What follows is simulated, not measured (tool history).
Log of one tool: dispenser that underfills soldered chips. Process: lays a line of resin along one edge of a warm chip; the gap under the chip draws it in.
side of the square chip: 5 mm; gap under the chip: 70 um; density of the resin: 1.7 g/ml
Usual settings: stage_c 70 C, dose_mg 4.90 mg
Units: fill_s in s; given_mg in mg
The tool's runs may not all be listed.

run	day	stage_c	dose_mg	fill_s	given_mg
1	0.000	70	4.90	24.6	4.74
# day 0.229: new syringe of resin
2	0.375	70	4.90	17.8	4.75
# day 0.842: new syringe of resin
3	0.842	63	4.90	23.3	4.72
4	1.150	70	4.90	22.7	4.74
# day 1.446: new syringe of resin
# day 1.679: dispensing valve cleaned and set on the balance
5	1.683	70	4.90	19.7	4.85
6	1.958	70	4.90	26.4	4.88
# day 2.088: new syringe of resin
7	2.417	70	4.90	22.6	4.87
# day 2.708: new syringe of resin
8	2.762	70	4.90	16.5	4.87
9	3.071	70	4.90	24.3	4.87
# day 3.304: new syringe of resin
10	3.404	70	4.90	17.2	4.85
11	3.875	82	4.90	15.9	4.84
# day 3.921: new syringe of resin
12	4.346	82	4.90	14.0	4.81
# day 4.533: new syringe of resin
13	4.625	82	4.90	9.6	4.80
14	4.871	70	5.88	23.2	5.75
# day 5.150: new syringe of resin
15	5.200	70	5.88	16.6	5.76
16	5.704	70	4.90	29.2	4.78
# day 5.750: new syringe of resin
17	6.188	70	4.90	26.6	4.78
# day 6.383: new syringe of resin
18	6.738	71	4.74	22.4	4.56
# day 6.988: new syringe of resin
19	7.096	62	4.56	27.7	4.39
# day 7.604: new syringe of resin
20	7.642	62	4.56	25.2	4.36
# day 8.017: dispensing valve cleaned and set on the balance
21	8.154	72	4.85	25.1	4.84
# day 8.262: new syringe of resin
22	8.412	73	4.41	16.2	4.44
23	8.679	73	4.41	21.2	4.37
# day 8.883: new syringe of resin
24	9.229	73	5.72	19.6	5.65
# day 9.500: new syringe of resin
25	9.554	67	4.90	18.5	4.86
26	9.988	67	4.90	31.2	4.86
# day 10.108: new syringe of resin
27	10.229	66	5.27	20.5	5.20
28	10.517	64	4.69	33.6	4.65
# day 10.746: new syringe of resin
29	11.033	64	4.69	29.5	4.62
# day 11.346: new syringe of resin
30	11.458	56	4.43	38.2	4.36
31	11.754	77	5.01	17.2	4.92
# day 11.962: new syringe of resin
32	12.250	57	6.27	42.5	6.08
33	12.483	70	4.62	28.1	4.48
# day 12.596: new syringe of resin
34	13.029	71	4.21	24.2	4.09

The same runs without the tool's hidden state, with the same run-to-run variation:
The hidden state here: resin's viscosity, % of fresh resin's; dose that the valve gives, % of what is set; true chip temperature over the reading, C; drift of the gauge itself on fill_s, %; drift of the gauge itself on given_mg, %.
run	fill_s	given_mg
1	16.9	4.88
2	15.3	4.91
3	24.2	4.89
4	16.9	4.92
5	16.6	4.86
6	16.3	4.89
7	16.4	4.90
8	16.1	4.91
9	17.1	4.91
10	16.3	4.91
11	8.8	4.92
12	9.1	4.89
13	9.1	4.90
14	16.9	5.88
15	16.5	5.90
16	16.5	4.91
17	17.3	4.92
18	15.9	4.72
19	25.3	4.56
20	25.3	4.54
21	14.9	4.84
22	14.8	4.45
23	14.5	4.38
24	14.3	5.69
25	18.9	4.91
26	19.8	4.91
27	19.3	5.27
28	23.0	4.72
29	23.1	4.70
30	36.6	4.45
31	11.9	5.04
32	33.4	6.25
33	17.0	4.61
34	16.2	4.22
